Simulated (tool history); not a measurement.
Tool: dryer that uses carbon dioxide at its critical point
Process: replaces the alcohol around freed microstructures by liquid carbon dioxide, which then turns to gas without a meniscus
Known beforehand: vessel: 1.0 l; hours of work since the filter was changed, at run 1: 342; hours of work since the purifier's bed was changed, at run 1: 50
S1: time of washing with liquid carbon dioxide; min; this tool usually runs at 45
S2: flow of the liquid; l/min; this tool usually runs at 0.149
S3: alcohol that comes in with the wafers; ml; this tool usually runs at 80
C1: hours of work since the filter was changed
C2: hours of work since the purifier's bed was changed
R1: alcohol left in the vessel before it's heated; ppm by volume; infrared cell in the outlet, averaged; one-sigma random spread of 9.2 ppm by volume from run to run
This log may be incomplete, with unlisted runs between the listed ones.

run	day	S1	S2	S3	C1	C2	R1
1	0.000	45	0.149	80	342	50	1077
2	0.242	45	0.149	80	346	55	1119
3	0.492	45	0.149	80	350	59	1056
4	0.788	45	0.149	21	355	64	303
5	1.112	45	0.090	80	361	70	6261
6	1.388	45	0.149	80	366	75	1125
7	1.729	45	0.126	80	372	81	2142
8	2.079	45	0.126	80	378	87	2206
9	2.250	66	0.149	80	381	90	175
# day 2.362: inlet filter changed
10	2.471	45	0.149	80	2	93	559
11	2.738	45	0.149	80	7	97	541
12	3.112	45	0.149	80	13	104	560
13	3.296	32	0.149	108	16	107	3098
14	3.538	49	0.093	80	21	111	2758
15	3.792	48	0.095	22	25	116	781
16	3.983	48	0.101	80	28	119	2204
17	4.188	48	0.149	106	32	123	545
18	4.379	45	0.123	50	35	126	846
19	4.729	45	0.224	36	41	132	44
20	5.138	39	0.130	117	48	139	2902
21	5.375	39	0.130	117	53	143	2929

Below are 5 alternative next runs, each starting from the tool's condition after run 21. Predict each:
A	5.717	50	0.218	106	59	149	?
B	5.717	60	0.124	41	59	149	?
C	5.717	39	0.163	117	59	149	?
D	5.717	45	0.091	80	59	149	?
E	5.717	61	0.149	80	59	149	?

run	R1
A	56
B	201
C	1157
D	4103
E	122
With no hidden state in the tool, these same runs would have given:
run	R1
A	34
B	158
C	992
D	3731
E	89

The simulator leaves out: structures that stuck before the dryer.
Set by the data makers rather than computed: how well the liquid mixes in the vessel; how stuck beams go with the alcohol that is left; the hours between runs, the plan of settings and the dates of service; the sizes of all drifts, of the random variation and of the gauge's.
